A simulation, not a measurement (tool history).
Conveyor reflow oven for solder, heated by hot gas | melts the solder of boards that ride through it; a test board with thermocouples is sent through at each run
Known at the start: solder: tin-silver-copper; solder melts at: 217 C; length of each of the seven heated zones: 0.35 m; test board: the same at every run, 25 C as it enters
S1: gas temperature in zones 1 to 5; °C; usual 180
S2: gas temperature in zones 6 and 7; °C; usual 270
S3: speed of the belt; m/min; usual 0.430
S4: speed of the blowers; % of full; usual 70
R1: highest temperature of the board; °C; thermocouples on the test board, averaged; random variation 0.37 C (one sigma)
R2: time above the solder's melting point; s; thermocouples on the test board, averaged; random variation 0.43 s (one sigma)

{"run": 1, "day": 0.0, "S1": 180, "S2": 270, "S3": 0.43, "S4": 70, "R1": 257.8, "R2": 82.4}
{"run": 2, "day": 2.679, "S1": 180, "S2": 270, "S3": 0.43, "S4": 70, "R1": 257.5, "R2": 82.2}
{"run": 3, "day": 5.775, "S1": 180, "S2": 270, "S3": 0.43, "S4": 70, "R1": 257.0, "R2": 80.8}
{"run": 4, "day": 8.946, "S1": 174, "S2": 270, "S3": 0.43, "S4": 70, "R1": 256.4, "R2": 78.6}
{"run": 5, "day": 12.254, "S1": 174, "S2": 270, "S3": 0.43, "S4": 70, "R1": 256.1, "R2": 77.8}
{"run": 6, "day": 15.779, "S1": 174, "S2": 270, "S3": 0.407, "S4": 70, "R1": 257.2, "R2": 83.9}
{"run": 7, "day": 18.883, "S1": 174, "S2": 270, "S3": 0.407, "S4": 70, "R1": 256.5, "R2": 83.7}
{"run": 8, "day": 20.679, "S1": 174, "S2": 270, "S3": 0.407, "S4": 70, "R1": 257.4, "R2": 83.8}
{"run": 9, "day": 22.392, "S1": 172, "S2": 270, "S3": 0.43, "S4": 70, "R1": 254.3, "R2": 75.9}
{"run": 10, "day": 24.429, "S1": 180, "S2": 270, "S3": 0.43, "S4": 70, "R1": 255.9, "R2": 81.8}
{"day": 25.342, "done": "flux residue cleaned out of gas plates and filters"}
{"day": 25.425, "done": "thermocouples of zones 6 and 7 changed"}
{"run": 11, "day": 27.258, "S1": 180, "S2": 270, "S3": 0.43, "S4": 70, "R1": 256.7, "R2": 83.1}
{"run": 12, "day": 30.771, "S1": 180, "S2": 270, "S3": 0.43, "S4": 70, "R1": 256.7, "R2": 82.6}
{"run": 13, "day": 34.112, "S1": 180, "S2": 270, "S3": 0.43, "S4": 70, "R1": 256.9, "R2": 82.0}
{"run": 14, "day": 35.621, "S1": 180, "S2": 270, "S3": 0.43, "S4": 70, "R1": 256.9, "R2": 81.6}
{"run": 15, "day": 39.133, "S1": 180, "S2": 270, "S3": 0.43, "S4": 70, "R1": 256.0, "R2": 81.2}
{"run": 16, "day": 42.329, "S1": 185, "S2": 269, "S3": 0.439, "S4": 50, "R1": 250.9, "R2": 76.5}
{"run": 17, "day": 45.329, "S1": 185, "S2": 279, "S3": 0.452, "S4": 66, "R1": 261.6, "R2": 83.9}
{"run": 18, "day": 48.788, "S1": 179, "S2": 270, "S3": 0.399, "S4": 67, "R1": 257.0, "R2": 89.2}
{"day": 51.088, "done": "flux residue cleaned out of gas plates and filters"}
{"run": 19, "day": 51.279, "S1": 180, "S2": 277, "S3": 0.43, "S4": 70, "R1": 264.4, "R2": 89.0}
{"run": 20, "day": 52.988, "S1": 180, "S2": 277, "S3": 0.43, "S4": 70, "R1": 264.1, "R2": 88.1}
{"day": 53.521, "done": "belt drive overhauled, speed set with a stopwatch"}
{"run": 21, "day": 54.65, "S1": 180, "S2": 277, "S3": 0.43, "S4": 70, "R1": 263.6, "R2": 85.4}
{"run": 22, "day": 58.171, "S1": 176, "S2": 258, "S3": 0.511, "S4": 86, "R1": 242.9, "R2": 54.1}
{"day": 59.671, "done": "thermocouples of zones 6 and 7 changed"}
{"run": 23, "day": 60.7, "S1": 179, "S2": 270, "S3": 0.43, "S4": 72, "R1": 255.8, "R2": 79.3}
{"run": 24, "day": 62.354, "S1": 179, "S2": 270, "S3": 0.43, "S4": 72, "R1": 256.2, "R2": 79.1}
{"run": 25, "day": 65.583, "S1": 179, "S2": 267, "S3": 0.43, "S4": 58, "R1": 249.4, "R2": 73.5}
{"run": 26, "day": 68.308, "S1": 179, "S2": 267, "S3": 0.43, "S4": 58, "R1": 249.9, "R2": 73.6}
{"run": 27, "day": 71.446, "S1": 179, "S2": 278, "S3": 0.358, "S4": 58, "R1": 265.6, "R2": 104.7}
{"run": 28, "day": 74.171, "S1": 179, "S2": 278, "S3": 0.358, "S4": 58, "R1": 266.2, "R2": 104.2}
{"run": 29, "day": 76.204, "S1": 174, "S2": 258, "S3": 0.487, "S4": 82, "R1": 241.3, "R2": 53.8}

Forecast each of these 3 alternatives for the next run:
{"day": 76.979, "done": "flux residue cleaned out of gas plates and filters"}
{"run": "A", "day": 79.342, "S1": 174, "S2": 271, "S3": 0.414, "S4": 90, "R1": "?", "R2": "?"}
{"day": 76.979, "done": "flux residue cleaned out of gas plates and filters"}
{"run": "B", "day": 79.342, "S1": 191, "S2": 270, "S3": 0.463, "S4": 70, "R1": "?", "R2": "?"}
{"day": 76.979, "done": "flux residue cleaned out of gas plates and filters"}
{"run": "C", "day": 79.342, "S1": 180, "S2": 270, "S3": 0.43, "S4": 89, "R1": "?", "R2": "?"}

run=A R1=261.3 R2=86.9
run=B R1=256.9 R2=80.2
run=C R1=260.0 R2=84.4
Without the tool's hidden state the same runs would have given:
run=A R1=261.2 R2=86.2
run=B R1=256.8 R2=79.4
run=C R1=260.0 R2=83.7
